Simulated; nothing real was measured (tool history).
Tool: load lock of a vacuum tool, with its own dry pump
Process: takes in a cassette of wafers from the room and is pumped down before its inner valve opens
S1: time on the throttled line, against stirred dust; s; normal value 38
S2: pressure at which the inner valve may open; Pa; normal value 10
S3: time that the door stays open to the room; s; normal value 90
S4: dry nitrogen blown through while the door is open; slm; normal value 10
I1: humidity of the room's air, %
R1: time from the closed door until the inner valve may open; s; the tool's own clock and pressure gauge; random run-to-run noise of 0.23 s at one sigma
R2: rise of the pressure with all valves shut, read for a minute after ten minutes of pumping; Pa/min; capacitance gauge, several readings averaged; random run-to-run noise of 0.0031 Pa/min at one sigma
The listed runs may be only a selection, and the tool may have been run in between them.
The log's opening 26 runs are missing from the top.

| run | hour | S1 | S2 | S3 | S4 | I1 | R1 | R2 |
|---|---|---|---|---|---|---|---|---|
| 27 | 8468.4 | 38 | 10 | 90 | 7 | 45.9 | 64.1 | 0.064 |
| 28 | 8756.4 | 38 | 10 | 90 | 7 | 46.1 | 64 | 0.062 |
| 29 | 9047.4 | 32 | 10 | 85 | 7 | 45.3 | 58.8 | 0.063 |
| 30 | 9376.4 | 30 | 8 | 34 | 10 | 43.3 | 57.8 | 0.025 |
| 31 | 9626.4 | 38 | 18 | 90 | 10 | 46.5 | 62.1 | 0.058 |
| 32 | 10015.4 | 19 | 18 | 90 | 10 | 43.5 | 44.9 | 0.046 |
| 33 | 10292.4 | 38 | 10 | 30 | 10 | 46.2 | 63.6 | 0.032 |
| 34 | 10574 | 35 | 7 | 90 | 25 | 44 | 62.6 | 0.034 |
| 35 | 10760.8 | 35 | 7 | 90 | 4 | 46.5 | 62.7 | 0.076 |
| 36 | 11211.9 | 75 | 10 | 112 | 10 | 48.2 | 96.6 | 0.069 |
| 37 | 11550.9 | 75 | 10 | 44 | 10 | 45.8 | 97.1 | 0.033 |
| 38 | 11937.4 | 23 | 10 | 90 | 10 | 46 | 51.2 | 0.055 |

Here are 3 independent what-if runs from the current tool condition. What would each one return?
| A | 12201.6 | 32 | 10 | 111 | 10 | 41.9 | ? | ? |
| B | 12201.6 | 31 | 10 | 188 | 10 | 43.9 | ? | ? |
| C | 12201.6 | 61 | 10 | 90 | 10 | 46.9 | ? | ? |

| run | R1 | R2 |
|---|---|---|
| A | 58.5 | 0.064 |
| B | 57.8 | 0.094 |
| C | 84.6 | 0.059 |
Had the tool no hidden state, the same runs would have come out as:
| run | R1 | R2 |
|---|---|---|
| A | 58.5 | 0.063 |
| B | 57.8 | 0.093 |
| C | 84.6 | 0.058 |

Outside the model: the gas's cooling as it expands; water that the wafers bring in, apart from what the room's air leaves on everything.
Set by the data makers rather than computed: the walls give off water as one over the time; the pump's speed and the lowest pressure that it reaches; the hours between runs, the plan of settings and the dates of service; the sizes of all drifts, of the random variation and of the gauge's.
